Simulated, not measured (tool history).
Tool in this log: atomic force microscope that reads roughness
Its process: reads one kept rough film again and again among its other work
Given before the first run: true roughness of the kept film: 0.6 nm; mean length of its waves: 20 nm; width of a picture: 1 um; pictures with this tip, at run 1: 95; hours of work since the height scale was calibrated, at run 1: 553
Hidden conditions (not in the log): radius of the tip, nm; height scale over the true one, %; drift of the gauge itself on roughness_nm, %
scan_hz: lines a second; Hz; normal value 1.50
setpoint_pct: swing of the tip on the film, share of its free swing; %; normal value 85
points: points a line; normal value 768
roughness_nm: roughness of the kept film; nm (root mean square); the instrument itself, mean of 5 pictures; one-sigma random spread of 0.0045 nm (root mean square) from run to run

run	hour	scan_hz	setpoint_pct	points	pictures with this tip	hours of work since the height scale was calibrated	roughness_nm
1	0.0	1.50	85	768	95	553	0.529
2	27.1	1.50	85	768	122	569	0.535
# hour 74.5: new tip fitted
3	74.6	1.50	85	768	0	596	0.533
4	100.9	1.50	85	768	26	611	0.533
5	144.9	3.92	85	768	69	636	0.494
6	192.9	1.50	57	768	116	664	0.547
7	228.2	1.50	57	768	150	684	0.545
# hour 246.3: new tip fitted
8	274.7	1.50	57	768	28	711	0.557
9	308.0	1.50	57	768	61	730	0.555
10	348.1	1.50	58	768	100	753	0.556
11	391.5	1.50	85	437	142	778	0.525
# hour 417.7: new tip fitted
12	430.4	1.50	85	768	12	800	0.533
13	454.1	1.50	85	768	36	813	0.545
14	481.5	1.50	85	768	62	829	0.533
15	512.6	1.50	85	768	93	847	0.535
16	552.7	1.50	85	958	132	870	0.536
# hour 589.7: new tip fitted
17	601.3	0.57	85	768	12	898	0.548
18	622.3	3.69	85	768	32	910	0.505
19	651.9	2.22	85	768	61	927	0.519
20	700.3	2.22	85	768	108	954	0.524
21	744.4	2.22	85	768	151	980	0.521
# hour 761.9: new tip fitted
22	783.4	1.50	73	768	21	1002	0.544
23	823.3	3.48	85	768	60	1025	0.502
# hour 851.6: height scale calibrated on a step standard
24	872.0	1.50	85	768	106	12	0.526
25	899.0	1.50	85	768	133	27	0.527
26	929.4	1.50	85	768	162	45	0.526
# hour 937.2: new tip fitted
27	976.4	1.50	86	512	39	71	0.529
28	997.0	0.93	78	362	59	83	0.535
29	1041.3	0.55	56	768	102	109	0.563
30	1073.1	0.75	66	817	133	127	0.553
31	1099.1	0.75	66	817	158	142	0.545
# hour 1107.2: new tip fitted
32	1123.8	1.66	60	261	16	156	0.537
33	1166.8	2.48	90	506	58	180	0.508
34	1207.1	2.48	90	506	97	204	0.503
35	1233.5	0.99	59	649	123	219	0.554
36	1274.4	1.78	56	734	163	242	0.555
# hour 1278.6: new tip fitted
37	1302.1	1.45	77	280	23	258	0.522
38	1327.1	1.45	77	280	48	272	0.531
39	1373.0	1.61	83	641	92	299	0.540
40	1401.8	1.61	83	641	121	315	0.533
41	1439.3	0.79	87	768	157	337	0.549
# hour 1449.7: new tip fitted
42	1483.2	2.28	85	305	32	361	0.511
43	1512.7	2.46	85	890	61	378	0.510
44	1534.3	1.86	67	720	82	391	0.553
45	1582.0	1.50	60	504	129	418	0.556
46	1610.2	1.50	60	504	156	434	0.557
# hour 1621.7: new tip fitted
47	1647.1	2.22	62	872	25	455	0.557
48	1688.3	2.22	62	872	65	479	0.549
49	1708.1	0.79	64	768	84	490	0.550
50	1733.1	2.17	55	797	109	505	0.554
51	1765.4	2.17	55	797	140	523	0.553
# hour 1793.4: new tip fitted
52	1793.4	0.62	87	537	0	539	0.543

Alternative continuations, all from the tool just after run 52; predict every row:
A	1822.6	1.50	87	768	29	556	?
B	1822.6	3.40	85	896	29	556	?
C	1822.6	1.00	85	768	29	556	?
D	1822.6	0.97	87	462	29	556	?

run	roughness_nm
A	0.542
B	0.504
C	0.542
D	0.534
Stripped of hidden state, with their random variation kept, the same runs would have yielded:
run	roughness_nm
A	0.542
B	0.504
C	0.543
D	0.535
